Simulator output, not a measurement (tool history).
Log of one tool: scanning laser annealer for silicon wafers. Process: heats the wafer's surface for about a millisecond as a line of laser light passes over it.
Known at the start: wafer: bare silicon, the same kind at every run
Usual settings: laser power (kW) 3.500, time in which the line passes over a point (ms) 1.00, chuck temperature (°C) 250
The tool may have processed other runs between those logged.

run,day,laser power (kW),time in which the line passes over a point (ms),chuck temperature (°C),highest temperature of the surface (°C)
1,0.000,3.500,1.00,250,1051
2,0.525,3.500,1.00,250,1044
3,0.875,3.500,1.00,250,1050
4,1.242,3.031,1.00,250,922
5,1.579,3.031,1.00,250,923
6,1.792,3.031,1.00,241,914
7,2.096,3.031,1.00,241,917
8,2.471,3.031,1.00,241,913
9,2.796,3.500,1.08,250,1082
10,3.071,3.500,1.08,250,1080
11,3.296,3.500,1.00,250,1049
12,3.725,3.500,1.00,250,1046
13,4.104,3.500,1.00,239,1035
14,4.429,3.500,1.00,241,1037
15,4.912,3.500,1.00,241,1034
16,5.183,3.808,1.00,250,1131
17,5.592,3.808,1.00,250,1123
18,5.996,3.500,1.00,250,1046
19,6.304,3.500,1.00,250,1041
20,6.658,3.500,1.00,250,1046
21,7.096,3.780,1.23,241,1210
22,7.517,3.614,1.23,241,1161
23,7.817,3.614,1.23,241,1163
24,8.117,3.614,1.23,241,1165
25,8.571,3.583,0.79,242,957
26,8.904,3.583,0.79,242,956
27,9.225,3.583,0.79,242,958
28,9.717,3.583,0.79,242,956
29,10.208,3.583,0.79,242,956
30,10.596,3.331,0.92,241,954
31,10.896,3.331,0.90,237,941
32,11.362,3.781,0.90,237,1051
33,11.671,3.195,0.96,250,944
34,12.142,3.500,0.89,227,968
35,12.475,3.500,0.89,227,968
36,12.746,3.500,0.89,227,967
37,13.229,3.500,1.00,250,1036
38,13.508,3.303,0.75,286,912
39,13.779,3.303,0.75,286,918
40,14.146,3.500,0.82,284,988

Forecast each of these 3 alternatives for the next run:
A,14.617,3.584,0.78,284,?
B,14.617,3.500,0.85,284,?
C,14.617,3.233,0.74,260,?

run,highest temperature of the surface (°C)
A,993
B,1005
C,867
Stripped of hidden state, with their random variation kept, the same runs would have yielded:
run,highest temperature of the surface (°C)
A,1016
B,1029
C,887
